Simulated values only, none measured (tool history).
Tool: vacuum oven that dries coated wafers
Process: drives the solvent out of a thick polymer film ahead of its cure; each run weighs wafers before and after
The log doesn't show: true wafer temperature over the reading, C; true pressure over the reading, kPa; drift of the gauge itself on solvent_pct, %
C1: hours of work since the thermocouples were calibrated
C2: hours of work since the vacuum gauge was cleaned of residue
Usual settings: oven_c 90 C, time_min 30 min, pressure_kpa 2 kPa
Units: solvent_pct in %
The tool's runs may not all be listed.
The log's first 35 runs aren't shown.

run 36 hour=3498.4 | oven_c=90 time_min=30 pressure_kpa=2.74 | C1=167 C2=892 | solvent_pct=3.94
run 37 hour=3629.6 | oven_c=95 time_min=19 pressure_kpa=2.98 | C1=255 C2=980 | solvent_pct=4.48
run 38 hour=3706.7 | oven_c=88 time_min=30 pressure_kpa=7.02 | C1=307 C2=1032 | solvent_pct=5.69
run 39 hour=3839.6 | oven_c=88 time_min=30 pressure_kpa=7.02 | C1=396 C2=1121 | solvent_pct=5.54
run 40 hour=3950.7 | oven_c=80 time_min=16 pressure_kpa=1.87 | C1=471 C2=1196 | solvent_pct=9.23
run 41 hour=4038.6 | oven_c=95 time_min=40 pressure_kpa=2.71 | C1=530 C2=1255 | solvent_pct=1.66
run 42 hour=4171.3 | oven_c=95 time_min=46 pressure_kpa=2.71 | C1=619 C2=1344 | solvent_pct=1.46
run 43 hour=4301.1 | oven_c=75 time_min=41 pressure_kpa=3.38 | C1=706 C2=1431 | solvent_pct=7.38
-- hour=4340.2 vacuum gauge cleaned of residue and calibrated
run 44 hour=4409.8 | oven_c=86 time_min=26 pressure_kpa=2.21 | C1=778 C2=47 | solvent_pct=5.25
run 45 hour=4529.3 | oven_c=103 time_min=27 pressure_kpa=4.46 | C1=859 C2=127 | solvent_pct=1.48

Forecast each of these 4 alternatives for the next run:
run A hour=4598.9 | oven_c=81 time_min=52 pressure_kpa=4.46 | C1=905 C2=174 | solvent_pct=?
run B hour=4598.9 | oven_c=97 time_min=27 pressure_kpa=2.82 | C1=905 C2=174 | solvent_pct=?
run C hour=4598.9 | oven_c=82 time_min=48 pressure_kpa=2 | C1=905 C2=174 | solvent_pct=?
run D hour=4598.9 | oven_c=75 time_min=19 pressure_kpa=2 | C1=905 C2=174 | solvent_pct=?

run=A solvent_pct=4.43
run=B solvent_pct=2.15
run=C solvent_pct=3.56
run=D solvent_pct=9.54
Without the tool's hidden state the same runs would have given:
run=A solvent_pct=5.07
run=B solvent_pct=2.6
run=C solvent_pct=4.16
run=D solvent_pct=10.02
